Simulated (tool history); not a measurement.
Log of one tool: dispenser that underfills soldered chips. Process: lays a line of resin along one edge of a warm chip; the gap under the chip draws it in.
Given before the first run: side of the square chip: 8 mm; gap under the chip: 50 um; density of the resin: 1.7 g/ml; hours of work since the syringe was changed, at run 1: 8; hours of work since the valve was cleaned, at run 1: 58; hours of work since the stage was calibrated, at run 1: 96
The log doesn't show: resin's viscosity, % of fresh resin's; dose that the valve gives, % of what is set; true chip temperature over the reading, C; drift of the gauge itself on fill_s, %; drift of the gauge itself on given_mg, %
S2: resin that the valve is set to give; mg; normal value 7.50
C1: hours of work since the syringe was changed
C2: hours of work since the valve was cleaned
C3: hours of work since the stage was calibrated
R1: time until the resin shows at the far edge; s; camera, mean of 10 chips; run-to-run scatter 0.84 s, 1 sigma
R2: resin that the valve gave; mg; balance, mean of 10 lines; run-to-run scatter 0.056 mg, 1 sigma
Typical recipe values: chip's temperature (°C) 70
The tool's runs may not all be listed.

Run 1, hour 0.0: usual settings; C1 8; C2 58; C3 96. Result: R1 104.0 s, R2 7.17 mg.
Run 2, hour 2.3: usual settings; C1 10; C2 59; C3 98. Result: R1 112.4 s, R2 7.11 mg.
At hour 3.8: new syringe of resin.
Run 3, hour 5.2: usual settings; C1 1; C2 61; C3 100. Result: R1 82.4 s, R2 7.24 mg.
Run 4, hour 9.3: usual settings; C1 4; C2 65; C3 103. Result: R1 89.8 s, R2 7.17 mg.
Run 5, hour 13.6: usual settings but S2 6.88 mg; C1 8; C2 68; C3 106. Result: R1 106.4 s, R2 6.54 mg.
Run 6, hour 17.1: usual settings but S2 6.88 mg; C1 10; C2 71; C3 109. Result: R1 114.7 s, R2 6.55 mg.
At hour 18.4: new syringe of resin.
Run 7, hour 20.6: usual settings but chip's temperature (°C) 61, S2 6.88 mg; C1 2; C2 73; C3 111. Result: R1 124.6 s, R2 6.51 mg.
Run 8, hour 23.9: usual settings but chip's temperature (°C) 61, S2 6.88 mg; C1 4; C2 76; C3 114. Result: R1 135.7 s, R2 6.49 mg.
Run 9, hour 27.8: usual settings but chip's temperature (°C) 61, S2 6.88 mg; C1 7; C2 79; C3 117. Result: R1 150.2 s, R2 6.52 mg.
Run 10, hour 32.0: usual settings but chip's temperature (°C) 61, S2 6.88 mg; C1 10; C2 82; C3 120. Result: R1 168.2 s, R2 6.56 mg.
At hour 33.0: new syringe of resin.
Run 11, hour 35.0: usual settings but chip's temperature (°C) 81, S2 8.13 mg; C1 2; C2 84; C3 122. Result: R1 54.6 s, R2 7.68 mg.
Run 12, hour 37.3: usual settings but chip's temperature (°C) 74; C1 3; C2 86; C3 124. Result: R1 73.8 s, R2 7.03 mg.
Run 13, hour 42.3: usual settings but chip's temperature (°C) 74; C1 7; C2 90; C3 128. Result: R1 85.9 s, R2 7.03 mg.
Run 14, hour 44.7: usual settings but chip's temperature (°C) 74; C1 9; C2 92; C3 130. Result: R1 89.4 s, R2 7.00 mg.
At hour 47.7: new syringe of resin.
Run 15, hour 49.5: usual settings but chip's temperature (°C) 75, S2 6.56 mg; C1 1; C2 95; C3 133. Result: R1 72.4 s, R2 6.18 mg.
Run 16, hour 54.4: usual settings but chip's temperature (°C) 66, S2 7.45 mg; C1 5; C2 99; C3 137. Result: R1 111.2 s, R2 6.99 mg.
Run 17, hour 59.0: usual settings but chip's temperature (°C) 65, S2 8.22 mg; C1 9; C2 102; C3 141. Result: R1 123.9 s, R2 7.65 mg.

3 options for the next run, each taken on its own from the tool as it stands now. Forecast them:
At hour 62.4: new syringe of resin.
Run A, hour 64.0: usual settings but chip's temperature (°C) 65, S2 6.51 mg; C1 1; C2 106; C3 144. Result: R1 ?, R2 ?.
At hour 62.4: new syringe of resin.
Run B, hour 64.0: usual settings but chip's temperature (°C) 65, S2 7.15 mg; C1 1; C2 106; C3 144. Result: R1 ?, R2 ?.
At hour 62.4: new syringe of resin.
Run C, hour 64.0: usual settings but chip's temperature (°C) 57, S2 7.86 mg; C1 1; C2 106; C3 144. Result: R1 ?, R2 ?.

run     R1    R2
  A  108.6  6.07
  B  102.3  6.59
  C  137.2  7.30
What these runs would have given with no unlogged condition in the tool:
run     R1    R2
  A  100.9  6.54
  B   95.8  7.11
  C  129.6  7.87

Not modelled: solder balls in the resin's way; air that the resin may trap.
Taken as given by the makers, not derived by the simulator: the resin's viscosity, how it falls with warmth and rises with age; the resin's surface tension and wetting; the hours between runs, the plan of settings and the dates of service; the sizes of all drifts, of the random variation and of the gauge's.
